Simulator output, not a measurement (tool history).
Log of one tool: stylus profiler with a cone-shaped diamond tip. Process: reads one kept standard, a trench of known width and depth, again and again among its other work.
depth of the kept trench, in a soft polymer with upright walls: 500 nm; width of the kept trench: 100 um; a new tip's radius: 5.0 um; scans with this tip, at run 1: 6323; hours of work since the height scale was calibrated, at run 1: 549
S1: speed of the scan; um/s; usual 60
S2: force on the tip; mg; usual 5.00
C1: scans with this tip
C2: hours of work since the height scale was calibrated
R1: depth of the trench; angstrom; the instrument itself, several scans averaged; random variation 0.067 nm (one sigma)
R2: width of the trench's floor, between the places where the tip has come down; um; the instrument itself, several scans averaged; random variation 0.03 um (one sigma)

run,hour,S1,S2,C1,C2,R1,R2
1,0.0,60,5.00,6323,549,5103.3,95.46
2,139.5,131,5.00,7075,614,5102.4,95.25
3,205.7,131,5.00,7432,645,5104.2,95.21
4,335.9,60,5.00,8134,706,5103.0,95.45
5,471.6,60,5.00,8867,770,5103.1,95.40
6,581.8,60,5.00,9461,822,5103.7,95.46
7,720.8,60,5.00,10211,887,5102.4,95.41
# hour 756.2: height scale calibrated on a step standard
8,810.0,60,3.81,10689,25,5085.5,95.42
9,939.8,60,3.81,11390,86,5085.4,95.48
10,1028.1,60,3.81,11866,127,5086.2,95.40
11,1096.9,60,8.64,12237,160,5149.0,95.52
12,1164.4,60,8.64,12601,191,5149.2,95.48
13,1244.4,60,14.03,13033,229,5207.2,95.47
# hour 1364.5: new tip fitted, height scale calibrated
14,1368.3,60,14.03,20,2,5206.9,95.49
15,1463.9,60,3.29,536,47,5078.4,95.43
16,1523.4,60,3.22,857,74,5078.5,95.42
17,1601.4,60,3.22,1277,111,5076.9,95.43
18,1692.6,60,6.57,1769,154,5124.5,95.49
19,1782.7,60,5.00,2255,196,5102.3,95.43
20,1867.9,73,5.00,2715,236,5103.7,95.42
21,2001.4,73,5.00,3435,298,5104.9,95.40
22,2081.7,73,5.00,3869,336,5103.3,95.44
23,2147.2,230,3.91,4222,367,5086.7,94.86
24,2260.6,60,5.62,4833,420,5111.4,95.48
25,2368.6,145,8.80,5416,470,5151.8,95.33
26,2459.4,204,9.61,5906,513,5160.0,95.20
27,2579.6,62,3.46,6554,569,5080.6,95.43
28,2669.2,62,3.46,7037,611,5081.4,95.46
29,2736.1,52,3.91,7398,642,5087.1,95.46
30,2849.5,52,3.91,8010,696,5088.5,95.48
31,2922.9,107,4.08,8406,730,5090.4,95.27
32,3025.9,57,6.74,8962,778,5127.2,95.50
33,3115.2,57,6.74,9443,820,5127.5,95.46
34,3248.1,28,6.66,10161,882,5125.1,95.59
# hour 3295.1: height scale calibrated on a step standard
35,3374.3,28,6.66,10838,37,5124.4,95.54
36,3459.9,28,6.66,11300,77,5126.4,95.52
37,3560.6,23,5.00,11843,124,5102.6,95.55
38,3688.2,46,9.60,12532,184,5160.6,95.47
39,3754.3,219,10.53,12888,215,5171.4,95.17
40,3868.7,16,5.20,13505,269,5107.3,95.59

How the hidden state differs across the entries between the runs, from the last listed run before each to the first after it:
Between runs 7 and 8: height scale calibrated on a step standard (hour 756.2)
  height scale over the true one, %: -0.001 -> 0
Between runs 13 and 14: new tip fitted, height scale calibrated (hour 1364.5)
  radius of the tip, um: 5.04 -> 5
Between runs 34 and 35: height scale calibrated on a step standard (hour 3295.1)
  radius of the tip, um: 5.03 -> 5.04; height scale over the true one, %: -0.001 -> 0
